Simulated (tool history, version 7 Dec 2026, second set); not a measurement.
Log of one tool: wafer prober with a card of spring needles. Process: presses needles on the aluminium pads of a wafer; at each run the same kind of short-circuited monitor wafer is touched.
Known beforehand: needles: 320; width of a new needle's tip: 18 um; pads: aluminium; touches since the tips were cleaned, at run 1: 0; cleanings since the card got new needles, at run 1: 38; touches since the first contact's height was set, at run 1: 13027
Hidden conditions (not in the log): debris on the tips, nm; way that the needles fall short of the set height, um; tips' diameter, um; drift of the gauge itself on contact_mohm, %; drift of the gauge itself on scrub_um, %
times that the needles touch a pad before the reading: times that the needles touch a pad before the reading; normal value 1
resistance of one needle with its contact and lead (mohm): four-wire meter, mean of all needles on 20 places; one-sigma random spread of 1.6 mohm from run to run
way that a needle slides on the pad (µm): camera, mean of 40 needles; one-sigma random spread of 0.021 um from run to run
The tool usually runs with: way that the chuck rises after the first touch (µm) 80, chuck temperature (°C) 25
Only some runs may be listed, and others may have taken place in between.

run,hour,way that the chuck rises after the first touch (µm),chuck temperature (°C),times that the needles touch a pad before the reading,touches since the tips were cleaned,cleanings since the card got new needles,touches since the first contact's height was set,resistance of one needle with its contact and lead (mohm),way that a needle slides on the pad (µm)
1,0.0,80,25,1,0,38,13027,154,16.12
# hour 20.1: tips cleaned on abrasive film
2,20.1,80,25,1,0,39,19058,157,16.13
3,34.5,80,25,1,4331,39,23389,159,16.12
# hour 41.4: tips cleaned on abrasive film
# hour 61.6: tips cleaned on abrasive film
4,61.6,80,25,1,0,41,31486,156,16.11
# hour 81.5: tips cleaned on abrasive film
5,86.7,80,25,2,1584,42,39033,155,16.15
6,100.0,80,25,1,5579,42,43028,157,16.14
# hour 102.6: tips cleaned on abrasive film
7,112.6,80,25,1,3018,43,46803,158,16.12
# hour 124.1: tips cleaned on abrasive film
8,126.2,80,25,1,614,44,50843,157,16.12
9,142.0,80,25,1,5383,44,55612,156,16.16
# hour 144.4: tips cleaned on abrasive film
10,162.5,80,41,1,5437,45,61758,163,16.15
# hour 164.3: tips cleaned on abrasive film
# hour 184.2: tips cleaned on abrasive film
11,188.7,80,41,1,1373,47,69598,160,16.11
# hour 205.9: tips cleaned on abrasive film
12,215.7,80,41,1,2955,48,77679,163,16.10
# hour 226.7: tips cleaned on abrasive film
13,241.9,80,41,1,4594,49,85555,158,16.16
# hour 246.8: tips cleaned on abrasive film
14,260.9,80,41,1,4269,50,91258,160,16.13
# hour 268.9: tips cleaned on abrasive film
# hour 289.6: tips cleaned on abrasive film
15,289.6,80,41,1,0,52,99820,160,16.12
16,302.9,80,25,1,4014,52,103834,162,16.13
# hour 310.7: tips cleaned on abrasive film
17,320.2,80,25,1,2862,53,109027,156,16.13
# hour 330.8: tips cleaned on abrasive film
18,337.1,96,25,3,1881,54,114064,160,19.38
# hour 350.8: tips cleaned on abrasive film
# hour 355.8: height of the first contact set anew
19,365.8,76,25,1,4444,55,3006,156,15.32
# hour 372.0: tips cleaned on abrasive film
20,378.1,86,93,1,1842,56,6673,168,17.32
# hour 393.2: tips cleaned on abrasive film
21,402.2,94,50,3,2716,57,13898,161,18.93
# hour 413.9: tips cleaned on abrasive film
22,425.1,80,60,2,3355,58,20759,164,16.13
# hour 434.4: tips cleaned on abrasive film
23,449.7,82,64,2,4620,59,28144,165,16.58
# hour 455.0: tips cleaned on abrasive film
24,469.7,74,38,3,4423,60,34126,161,14.89
# hour 476.4: tips cleaned on abrasive film
# hour 496.8: tips cleaned on abrasive film
25,499.1,74,38,3,669,62,42920,162,14.87
26,512.8,80,25,2,4808,62,47059,158,16.12
# hour 517.0: tips cleaned on abrasive film
27,533.6,81,62,2,4994,63,53299,162,16.31
# hour 537.7: tips cleaned on abrasive film
# hour 558.7: tips cleaned on abrasive film
28,563.0,81,62,2,1295,65,62100,165,16.34
29,577.2,100,25,2,5567,65,66372,159,20.17
# hour 579.0: tips cleaned on abrasive film
# hour 600.1: tips cleaned on abrasive film
30,601.3,79,55,2,366,67,73572,162,15.95
# hour 621.3: tips cleaned on abrasive film
31,621.4,79,55,2,35,68,79598,166,15.95
32,639.8,80,103,1,5581,68,85144,171,16.12
# hour 641.3: tips cleaned on abrasive film
33,657.8,72,110,2,4971,69,90530,174,14.55

Hidden state at the last listed run before each entry between runs and at the first one after, where it differs:
From run 1 to run 2: tips cleaned on abrasive film (hour 20.1)
  nothing in the hidden state changes from one run to the other
From run 3 to run 4: tips cleaned on abrasive film (hour 41.4); tips cleaned on abrasive film (hour 61.6)
  debris on the tips, nm: 0.4 -> 0
From run 4 to run 5: tips cleaned on abrasive film (hour 81.5)
  debris on the tips, nm: 0 -> 0.2
From run 6 to run 7: tips cleaned on abrasive film (hour 102.6)
  debris on the tips, nm: 0.5 -> 0.3
From run 7 to run 8: tips cleaned on abrasive film (hour 124.1)
  debris on the tips, nm: 0.3 -> 0.1
From run 9 to run 10: tips cleaned on abrasive film (hour 144.4)
  nothing in the hidden state changes from one run to the other
From run 10 to run 11: tips cleaned on abrasive film (hour 164.3); tips cleaned on abrasive film (hour 184.2)
  debris on the tips, nm: 0.5 -> 0.2; tips' diameter, um: 18 -> 18.01
From run 11 to run 12: tips cleaned on abrasive film (hour 205.9)
  debris on the tips, nm: 0.2 -> 0.3
From run 12 to run 13: tips cleaned on abrasive film (hour 226.7)
  debris on the tips, nm: 0.3 -> 0.4
From run 13 to run 14: tips cleaned on abrasive film (hour 246.8)
  nothing in the hidden state changes from one run to the other
From run 14 to run 15: tips cleaned on abrasive film (hour 268.9); tips cleaned on abrasive film (hour 289.6)
  debris on the tips, nm: 0.4 -> 0.1
From run 16 to run 17: tips cleaned on abrasive film (hour 310.7)
  debris on the tips, nm: 0.4 -> 0.3; way that the needles fall short of the set height, um: 0 -> 0.01
From run 17 to run 18: tips cleaned on abrasive film (hour 330.8)
  debris on the tips, nm: 0.3 -> 0.2
From run 18 to run 19: tips cleaned on abrasive film (hour 350.8); height of the first contact set anew (hour 355.8)
  debris on the tips, nm: 0.2 -> 0.5; way that the needles fall short of the set height, um: 0.01 -> 0
From run 19 to run 20: tips cleaned on abrasive film (hour 372.0)
  debris on the tips, nm: 0.5 -> 0.2
From run 20 to run 21: tips cleaned on abrasive film (hour 393.2)
  debris on the tips, nm: 0.2 -> 0.3
From run 21 to run 22: tips cleaned on abrasive film (hour 413.9)
  debris on the tips, nm: 0.3 -> 0.4
From run 22 to run 23: tips cleaned on abrasive film (hour 434.4)
  debris on the tips, nm: 0.4 -> 0.5
From run 23 to run 24: tips cleaned on abrasive film (hour 455.0)
  nothing in the hidden state changes from one run to the other
From run 24 to run 25: tips cleaned on abrasive film (hour 476.4); tips cleaned on abrasive film (hour 496.8)
  debris on the tips, nm: 0.5 -> 0.1
From run 26 to run 27: tips cleaned on abrasive film (hour 517.0)
  nothing in the hidden state changes from one run to the other
From run 27 to run 28: tips cleaned on abrasive film (hour 537.7); tips cleaned on abrasive film (hour 558.7)
  debris on the tips, nm: 0.5 -> 0.2
From run 29 to run 30: tips cleaned on abrasive film (hour 579.0); tips cleaned on abrasive film (hour 600.1)
  debris on the tips, nm: 0.5 -> 0.1
From run 30 to run 31: tips cleaned on abrasive film (hour 621.3)
  debris on the tips, nm: 0.1 -> 0
From run 32 to run 33: tips cleaned on abrasive film (hour 641.3)
  nothing in the hidden state changes from one run to the other
